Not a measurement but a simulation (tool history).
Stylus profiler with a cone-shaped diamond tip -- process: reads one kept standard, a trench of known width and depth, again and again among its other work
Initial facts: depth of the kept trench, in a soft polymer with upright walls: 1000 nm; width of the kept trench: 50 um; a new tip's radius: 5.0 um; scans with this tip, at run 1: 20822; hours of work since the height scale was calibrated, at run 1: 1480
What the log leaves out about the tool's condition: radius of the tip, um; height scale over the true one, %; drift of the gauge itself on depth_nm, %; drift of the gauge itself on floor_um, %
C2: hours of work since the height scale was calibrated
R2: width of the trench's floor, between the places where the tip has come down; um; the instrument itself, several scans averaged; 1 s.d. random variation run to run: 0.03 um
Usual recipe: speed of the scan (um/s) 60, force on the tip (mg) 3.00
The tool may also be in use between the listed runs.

run 1 hour=0.0 | speed_of_the_scan_(um/s)=60 force_on_the_tip_(mg)=3.00 | scans_with_this_tip=20822 C2=1480 | depth_of_the_trench_(nm)=1016.10 R2=39.28
run 2 hour=20.8 | speed_of_the_scan_(um/s)=60 force_on_the_tip_(mg)=3.00 | scans_with_this_tip=21038 C2=1495 | depth_of_the_trench_(nm)=1015.83 R2=39.25
-- hour=40.8 new tip fitted, height scale calibrated
run 3 hour=41.0 | speed_of_the_scan_(um/s)=60 force_on_the_tip_(mg)=3.00 | scans_with_this_tip=2 C2=0 | depth_of_the_trench_(nm)=1010.47 R2=43.79
run 4 hour=64.1 | speed_of_the_scan_(um/s)=60 force_on_the_tip_(mg)=3.00 | scans_with_this_tip=241 C2=17 | depth_of_the_trench_(nm)=1010.50 R2=43.79
run 5 hour=86.6 | speed_of_the_scan_(um/s)=60 force_on_the_tip_(mg)=3.00 | scans_with_this_tip=475 C2=34 | depth_of_the_trench_(nm)=1010.42 R2=43.68
run 6 hour=113.8 | speed_of_the_scan_(um/s)=60 force_on_the_tip_(mg)=3.00 | scans_with_this_tip=759 C2=54 | depth_of_the_trench_(nm)=1010.74 R2=43.60
run 7 hour=144.7 | speed_of_the_scan_(um/s)=60 force_on_the_tip_(mg)=2.37 | scans_with_this_tip=1079 C2=77 | depth_of_the_trench_(nm)=1009.16 R2=43.50
run 8 hour=170.8 | speed_of_the_scan_(um/s)=60 force_on_the_tip_(mg)=2.37 | scans_with_this_tip=1351 C2=96 | depth_of_the_trench_(nm)=1009.19 R2=43.35
-- hour=173.7 height scale calibrated on a step standard
run 9 hour=197.7 | speed_of_the_scan_(um/s)=60 force_on_the_tip_(mg)=2.37 | scans_with_this_tip=1625 C2=18 | depth_of_the_trench_(nm)=1009.30 R2=43.31
run 10 hour=212.9 | speed_of_the_scan_(um/s)=60 force_on_the_tip_(mg)=3.27 | scans_with_this_tip=1784 C2=29 | depth_of_the_trench_(nm)=1011.54 R2=43.29
run 11 hour=235.7 | speed_of_the_scan_(um/s)=60 force_on_the_tip_(mg)=3.27 | scans_with_this_tip=2020 C2=46 | depth_of_the_trench_(nm)=1011.49 R2=43.27
run 12 hour=264.9 | speed_of_the_scan_(um/s)=60 force_on_the_tip_(mg)=3.27 | scans_with_this_tip=2323 C2=67 | depth_of_the_trench_(nm)=1011.83 R2=43.21
run 13 hour=294.9 | speed_of_the_scan_(um/s)=93 force_on_the_tip_(mg)=3.27 | scans_with_this_tip=2636 C2=90 | depth_of_the_trench_(nm)=1011.62 R2=42.96
-- hour=306.2 height scale calibrated on a step standard, once more
run 14 hour=310.5 | speed_of_the_scan_(um/s)=23 force_on_the_tip_(mg)=3.27 | scans_with_this_tip=2792 C2=3 | depth_of_the_trench_(nm)=1011.23 R2=43.20
run 15 hour=344.5 | speed_of_the_scan_(um/s)=108 force_on_the_tip_(mg)=7.97 | scans_with_this_tip=3146 C2=28 | depth_of_the_trench_(nm)=1020.87 R2=42.98
run 16 hour=360.9 | speed_of_the_scan_(um/s)=189 force_on_the_tip_(mg)=1.51 | scans_with_this_tip=3316 C2=40 | depth_of_the_trench_(nm)=1007.02 R2=42.02
run 17 hour=379.0 | speed_of_the_scan_(um/s)=189 force_on_the_tip_(mg)=1.51 | scans_with_this_tip=3504 C2=54 | depth_of_the_trench_(nm)=1007.37 R2=42.00
run 18 hour=399.7 | speed_of_the_scan_(um/s)=189 force_on_the_tip_(mg)=7.29 | scans_with_this_tip=3719 C2=69 | depth_of_the_trench_(nm)=1019.42 R2=42.49
run 19 hour=429.8 | speed_of_the_scan_(um/s)=222 force_on_the_tip_(mg)=1.05 | scans_with_this_tip=4033 C2=91 | depth_of_the_trench_(nm)=1006.08 R2=41.41
run 20 hour=454.2 | speed_of_the_scan_(um/s)=31 force_on_the_tip_(mg)=3.88 | scans_with_this_tip=4286 C2=109 | depth_of_the_trench_(nm)=1013.42 R2=42.77
run 21 hour=471.9 | speed_of_the_scan_(um/s)=60 force_on_the_tip_(mg)=2.87 | scans_with_this_tip=4470 C2=122 | depth_of_the_trench_(nm)=1010.89 R2=42.65
run 22 hour=492.9 | speed_of_the_scan_(um/s)=60 force_on_the_tip_(mg)=4.59 | scans_with_this_tip=4688 C2=138 | depth_of_the_trench_(nm)=1014.87 R2=42.58
run 23 hour=521.0 | speed_of_the_scan_(um/s)=108 force_on_the_tip_(mg)=6.23 | scans_with_this_tip=4981 C2=159 | depth_of_the_trench_(nm)=1017.89 R2=42.43
run 24 hour=550.8 | speed_of_the_scan_(um/s)=61 force_on_the_tip_(mg)=2.57 | scans_with_this_tip=5290 C2=181 | depth_of_the_trench_(nm)=1010.44 R2=42.44
run 25 hour=570.9 | speed_of_the_scan_(um/s)=65 force_on_the_tip_(mg)=2.80 | scans_with_this_tip=5499 C2=196 | depth_of_the_trench_(nm)=1010.88 R2=42.31
run 26 hour=595.1 | speed_of_the_scan_(um/s)=42 force_on_the_tip_(mg)=2.32 | scans_with_this_tip=5751 C2=213 | depth_of_the_trench_(nm)=1009.24 R2=42.38

Each row is a separate what-if for the run after 26, all from the same tool condition, not one after another. Results?
run A hour=623.4 | speed_of_the_scan_(um/s)=18 force_on_the_tip_(mg)=4.55 | scans_with_this_tip=6044 C2=234 | depth_of_the_trench_(nm)=? R2=?
run B hour=623.4 | speed_of_the_scan_(um/s)=186 force_on_the_tip_(mg)=1.25 | scans_with_this_tip=6044 C2=234 | depth_of_the_trench_(nm)=? R2=?
run C hour=623.4 | speed_of_the_scan_(um/s)=130 force_on_the_tip_(mg)=3.51 | scans_with_this_tip=6044 C2=234 | depth_of_the_trench_(nm)=? R2=?

run=A depth_of_the_trench_(nm)=1015.31 R2=42.43
run=B depth_of_the_trench_(nm)=1007.40 R2=41.35
run=C depth_of_the_trench_(nm)=1013.18 R2=41.99
Stripped of hidden state, with their random variation kept, the same runs would have yielded:
run=A depth_of_the_trench_(nm)=1014.34 R2=43.94
run=B depth_of_the_trench_(nm)=1006.44 R2=42.85
run=C depth_of_the_trench_(nm)=1012.21 R2=43.49
